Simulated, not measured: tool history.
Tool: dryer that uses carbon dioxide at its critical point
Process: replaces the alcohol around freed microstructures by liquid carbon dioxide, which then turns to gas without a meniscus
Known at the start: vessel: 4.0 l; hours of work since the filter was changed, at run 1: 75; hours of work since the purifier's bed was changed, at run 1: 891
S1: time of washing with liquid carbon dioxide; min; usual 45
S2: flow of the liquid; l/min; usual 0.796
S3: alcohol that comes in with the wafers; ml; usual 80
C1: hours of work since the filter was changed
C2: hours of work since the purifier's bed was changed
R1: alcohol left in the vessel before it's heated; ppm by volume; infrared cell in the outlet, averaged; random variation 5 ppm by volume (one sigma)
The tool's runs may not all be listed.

| run | hour | S1 | S2 | S3 | C1 | C2 | R1 |
|---|---|---|---|---|---|---|---|
| 1 | 0.0 | 45 | 0.796 | 80 | 75 | 891 | 234 |
| 2 | 16.7 | 45 | 0.796 | 80 | 87 | 902 | 232 |
| 3 | 53.0 | 45 | 0.796 | 80 | 113 | 928 | 253 |
| 4 | 89.7 | 45 | 0.796 | 80 | 139 | 954 | 244 |
| 5 | 121.9 | 45 | 0.796 | 80 | 161 | 976 | 267 |
| 6 | 139.4 | 66 | 0.796 | 80 | 174 | 989 | 239 |
| 7 | 174.5 | 66 | 0.796 | 80 | 198 | 1013 | 251 |
| 8 | 205.4 | 45 | 0.796 | 21 | 220 | 1035 | 255 |
| 9 | 238.5 | 45 | 0.796 | 80 | 243 | 1058 | 279 |
| 10 | 270.0 | 45 | 0.796 | 80 | 265 | 1080 | 274 |
|  | 295.6 | inlet filter changed |
| 11 | 306.6 | 45 | 0.796 | 80 | 8 | 1105 | 285 |
| 12 | 339.3 | 40 | 0.796 | 80 | 31 | 1128 | 313 |
| 13 | 361.7 | 40 | 0.796 | 80 | 47 | 1144 | 312 |
| 14 | 382.2 | 40 | 0.796 | 80 | 61 | 1159 | 324 |
| 15 | 409.4 | 40 | 0.796 | 80 | 80 | 1178 | 321 |
| 16 | 438.2 | 40 | 0.796 | 80 | 100 | 1198 | 330 |
| 17 | 462.0 | 31 | 0.796 | 80 | 117 | 1215 | 465 |
| 18 | 494.8 | 53 | 0.796 | 80 | 140 | 1238 | 292 |
| 19 | 535.3 | 53 | 0.796 | 80 | 169 | 1266 | 296 |
|  | 550.2 | purifier's bed changed |
| 20 | 574.4 | 53 | 0.796 | 80 | 194 | 17 | 24 |
| 21 | 596.5 | 53 | 0.796 | 80 | 209 | 33 | 27 |
| 22 | 635.9 | 45 | 0.796 | 80 | 237 | 60 | 41 |
| 23 | 672.2 | 45 | 0.796 | 37 | 263 | 86 | 27 |
| 24 | 696.5 | 45 | 0.796 | 37 | 280 | 103 | 44 |
|  | 703.3 | inlet filter changed |
| 25 | 724.4 | 29 | 0.680 | 80 | 15 | 122 | 424 |
| 26 | 745.4 | 54 | 0.588 | 107 | 30 | 137 | 84 |
| 27 | 786.8 | 54 | 0.678 | 64 | 59 | 166 | 54 |
| 28 | 815.9 | 32 | 1.296 | 37 | 79 | 186 | 42 |
| 29 | 836.2 | 32 | 1.296 | 37 | 93 | 200 | 61 |
| 30 | 861.2 | 38 | 0.553 | 32 | 111 | 218 | 185 |
| 31 | 889.2 | 63 | 0.796 | 80 | 131 | 238 | 64 |
| 32 | 909.2 | 36 | 0.694 | 32 | 145 | 252 | 126 |
| 33 | 935.6 | 59 | 0.638 | 64 | 163 | 270 | 77 |
| 34 | 962.6 | 56 | 0.796 | 80 | 182 | 289 | 78 |
| 35 | 981.9 | 71 | 1.066 | 52 | 196 | 303 | 67 |
| 36 | 1016.8 | 34 | 0.572 | 52 | 220 | 327 | 413 |
| 37 | 1034.3 | 58 | 0.849 | 80 | 233 | 340 | 87 |
| 38 | 1073.7 | 45 | 1.304 | 22 | 260 | 367 | 95 |
| 39 | 1102.2 | 32 | 0.926 | 56 | 280 | 387 | 146 |
|  | 1108.0 | inlet filter changed |
| 40 | 1142.8 | 61 | 0.796 | 80 | 24 | 415 | 106 |
| 41 | 1161.2 | 61 | 0.796 | 80 | 37 | 428 | 111 |
| 42 | 1182.5 | 61 | 0.796 | 80 | 52 | 443 | 96 |
| 43 | 1199.6 | 60 | 0.796 | 119 | 64 | 455 | 114 |
| 44 | 1223.9 | 60 | 0.796 | 119 | 81 | 472 | 116 |
| 45 | 1251.2 | 45 | 1.289 | 24 | 101 | 491 | 125 |
| 46 | 1286.3 | 37 | 0.666 | 24 | 125 | 516 | 172 |

Hidden state or all else? Some run-to-run changes of R1, split into what the settings, what came in and random variation would give without the hidden state, and what is left for the hidden state (with any gauge scatter that isn't in both results):
The hidden state here: flow that reaches the vessel past the clogged filter, %; alcohol in the recycled carbon dioxide, ppm; drift of the gauge itself on alcohol_ppm, %.
Run 19 -> 20: purifier's bed changed. R1 -272 ppm by volume: hidden state -289, all else +17.
Run 24 -> 25: S1 45 -> 29, S2 0.796 -> 0.680, S3 37 -> 80, inlet filter changed. R1 +380 ppm by volume: hidden state +6, all else +374.
Run 25 -> 26: S1 29 -> 54, S2 0.680 -> 0.588, S3 80 -> 107. R1 -340 ppm by volume: hidden state -1, all else -339.
Run 35 -> 36: S1 71 -> 34, S2 1.066 -> 0.572. R1 +346 ppm by volume: hidden state +73, all else +273.
Run 36 -> 37: S1 34 -> 58, S2 0.572 -> 0.849, S3 52 -> 80. R1 -326 ppm by volume: hidden state -61, all else -265.
